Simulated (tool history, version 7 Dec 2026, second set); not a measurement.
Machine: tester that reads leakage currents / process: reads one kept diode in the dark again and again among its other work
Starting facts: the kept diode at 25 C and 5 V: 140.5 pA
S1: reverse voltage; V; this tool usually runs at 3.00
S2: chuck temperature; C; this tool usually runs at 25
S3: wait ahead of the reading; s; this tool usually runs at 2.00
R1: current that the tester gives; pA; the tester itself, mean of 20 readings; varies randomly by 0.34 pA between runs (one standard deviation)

| run | hour | S1 | S2 | S3 | R1 |
|---|---|---|---|---|---|
| 1 | 0.0 | 3.00 | 25 | 2.00 | 112.32 |
| 2 | 85.9 | 3.00 | 25 | 2.00 | 112.93 |
| 3 | 211.4 | 3.00 | 25 | 5.99 | 113.94 |
| 4 | 319.2 | 3.00 | 25 | 2.00 | 114.04 |
| 5 | 419.9 | 3.00 | 25 | 2.00 | 115.20 |
| 6 | 501.6 | 7.99 | 25 | 2.00 | 181.16 |
| 7 | 588.9 | 7.99 | 25 | 2.00 | 181.22 |
| 8 | 702.6 | 3.00 | 25 | 2.00 | 116.35 |
| 9 | 826.5 | 3.00 | 25 | 2.00 | 117.20 |
| 10 | 973.9 | 14.93 | 21 | 5.81 | 174.98 |

Estimate the outcome of run 11 from the log above:
| 11 | 1090.5 | 3.15 | 31 | 2.06 | ? |

Logged for run 11: R1 199.69 pA.
Without the tool's hidden state the same run would have given R1 188.79 pA.

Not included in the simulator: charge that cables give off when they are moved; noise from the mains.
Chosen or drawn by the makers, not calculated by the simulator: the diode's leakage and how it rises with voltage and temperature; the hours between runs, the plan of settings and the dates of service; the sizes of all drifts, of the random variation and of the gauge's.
